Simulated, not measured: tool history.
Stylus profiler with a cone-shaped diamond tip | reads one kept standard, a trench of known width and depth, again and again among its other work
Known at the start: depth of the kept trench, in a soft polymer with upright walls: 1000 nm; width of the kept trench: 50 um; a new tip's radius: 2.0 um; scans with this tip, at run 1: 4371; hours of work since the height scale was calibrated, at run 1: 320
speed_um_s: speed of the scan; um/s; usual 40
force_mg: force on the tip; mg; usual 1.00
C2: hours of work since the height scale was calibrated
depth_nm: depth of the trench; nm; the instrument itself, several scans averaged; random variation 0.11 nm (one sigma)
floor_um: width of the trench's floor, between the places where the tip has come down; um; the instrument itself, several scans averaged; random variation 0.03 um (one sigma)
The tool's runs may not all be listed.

{"run": 1, "day": 0.0, "speed_um_s": 40, "force_mg": 1.0, "scans with this tip": 4371, "C2": 320, "depth_nm": 1007.04, "floor_um": 45.69}
{"run": 2, "day": 1.025, "speed_um_s": 40, "force_mg": 0.98, "scans with this tip": 4520, "C2": 331, "depth_nm": 1006.98, "floor_um": 45.66}
{"run": 3, "day": 1.558, "speed_um_s": 84, "force_mg": 1.0, "scans with this tip": 4598, "C2": 337, "depth_nm": 1007.2, "floor_um": 45.4}
{"run": 4, "day": 2.575, "speed_um_s": 40, "force_mg": 1.0, "scans with this tip": 4747, "C2": 348, "depth_nm": 1007.27, "floor_um": 45.64}
{"run": 5, "day": 3.479, "speed_um_s": 40, "force_mg": 1.0, "scans with this tip": 4879, "C2": 358, "depth_nm": 1007.05, "floor_um": 45.63}
{"run": 6, "day": 4.054, "speed_um_s": 40, "force_mg": 1.0, "scans with this tip": 4963, "C2": 364, "depth_nm": 1007.55, "floor_um": 45.67}
{"run": 7, "day": 4.696, "speed_um_s": 40, "force_mg": 1.08, "scans with this tip": 5057, "C2": 371, "depth_nm": 1007.74, "floor_um": 45.69}
{"run": 8, "day": 5.304, "speed_um_s": 40, "force_mg": 1.0, "scans with this tip": 5145, "C2": 377, "depth_nm": 1007.39, "floor_um": 45.58}
{"run": 9, "day": 5.954, "speed_um_s": 40, "force_mg": 1.0, "scans with this tip": 5241, "C2": 384, "depth_nm": 1007.37, "floor_um": 45.59}
{"run": 10, "day": 6.929, "speed_um_s": 104, "force_mg": 1.0, "scans with this tip": 5383, "C2": 395, "depth_nm": 1007.47, "floor_um": 45.09}
{"run": 11, "day": 7.383, "speed_um_s": 40, "force_mg": 0.37, "scans with this tip": 5449, "C2": 400, "depth_nm": 1003.94, "floor_um": 45.34}
{"run": 12, "day": 7.825, "speed_um_s": 40, "force_mg": 0.37, "scans with this tip": 5513, "C2": 404, "depth_nm": 1004.1, "floor_um": 45.36}
{"run": 13, "day": 8.846, "speed_um_s": 44, "force_mg": 1.0, "scans with this tip": 5663, "C2": 415, "depth_nm": 1007.19, "floor_um": 45.52}
{"run": 14, "day": 9.271, "speed_um_s": 40, "force_mg": 0.53, "scans with this tip": 5724, "C2": 420, "depth_nm": 1004.95, "floor_um": 45.43}
{"run": 15, "day": 9.683, "speed_um_s": 60, "force_mg": 2.49, "scans with this tip": 5785, "C2": 424, "depth_nm": 1013.26, "floor_um": 45.5}
{"run": 16, "day": 10.354, "speed_um_s": 60, "force_mg": 2.49, "scans with this tip": 5883, "C2": 431, "depth_nm": 1013.16, "floor_um": 45.52}
{"run": 17, "day": 10.846, "speed_um_s": 60, "force_mg": 2.49, "scans with this tip": 5955, "C2": 437, "depth_nm": 1013.16, "floor_um": 45.54}
{"run": 18, "day": 11.625, "speed_um_s": 84, "force_mg": 0.36, "scans with this tip": 6068, "C2": 445, "depth_nm": 1004.08, "floor_um": 44.85}
{"day": 11.733, "done": "height scale calibrated on a step standard"}
{"run": 19, "day": 12.65, "speed_um_s": 12, "force_mg": 0.58, "scans with this tip": 6215, "C2": 10, "depth_nm": 1005.48, "floor_um": 45.69}
{"run": 20, "day": 13.496, "speed_um_s": 40, "force_mg": 0.84, "scans with this tip": 6339, "C2": 19, "depth_nm": 1006.89, "floor_um": 45.47}
{"day": 14.308, "done": "height scale calibrated on a step standard, once more"}
{"run": 21, "day": 14.35, "speed_um_s": 22, "force_mg": 2.72, "scans with this tip": 6460, "C2": 0, "depth_nm": 1013.75, "floor_um": 45.67}
{"run": 22, "day": 15.162, "speed_um_s": 22, "force_mg": 2.73, "scans with this tip": 6579, "C2": 9, "depth_nm": 1013.67, "floor_um": 45.62}
{"run": 23, "day": 15.792, "speed_um_s": 62, "force_mg": 1.23, "scans with this tip": 6671, "C2": 16, "depth_nm": 1007.84, "floor_um": 45.31}
{"run": 24, "day": 16.608, "speed_um_s": 62, "force_mg": 1.23, "scans with this tip": 6790, "C2": 25, "depth_nm": 1008.2, "floor_um": 45.3}
{"run": 25, "day": 17.338, "speed_um_s": 20, "force_mg": 0.81, "scans with this tip": 6897, "C2": 32, "depth_nm": 1006.17, "floor_um": 45.55}
{"run": 26, "day": 18.058, "speed_um_s": 125, "force_mg": 1.0, "scans with this tip": 7002, "C2": 40, "depth_nm": 1006.88, "floor_um": 44.83}

4 ways to go on from here, each from the tool as it stands after run 26. What would each give?
{"run": "A", "day": 18.483, "speed_um_s": 62, "force_mg": 0.5, "scans with this tip": 7064, "C2": 45, "depth_nm": "?", "floor_um": "?"}
{"run": "B", "day": 18.483, "speed_um_s": 55, "force_mg": 1.0, "scans with this tip": 7064, "C2": 45, "depth_nm": "?", "floor_um": "?"}
{"run": "C", "day": 18.483, "speed_um_s": 137, "force_mg": 0.79, "scans with this tip": 7064, "C2": 45, "depth_nm": "?", "floor_um": "?"}
{"run": "D", "day": 18.483, "speed_um_s": 26, "force_mg": 1.28, "scans with this tip": 7064, "C2": 45, "depth_nm": "?", "floor_um": "?"}

run=A depth_nm=1004.60 floor_um=45.05
run=B depth_nm=1007.17 floor_um=45.32
run=C depth_nm=1006.09 floor_um=44.67
run=D depth_nm=1008.11 floor_um=45.50
Without the tool's hidden state the same runs would have given:
run=A depth_nm=1004.48 floor_um=45.92
run=B depth_nm=1007.05 floor_um=46.20
run=C depth_nm=1005.96 floor_um=45.55
run=D depth_nm=1007.99 floor_um=46.38
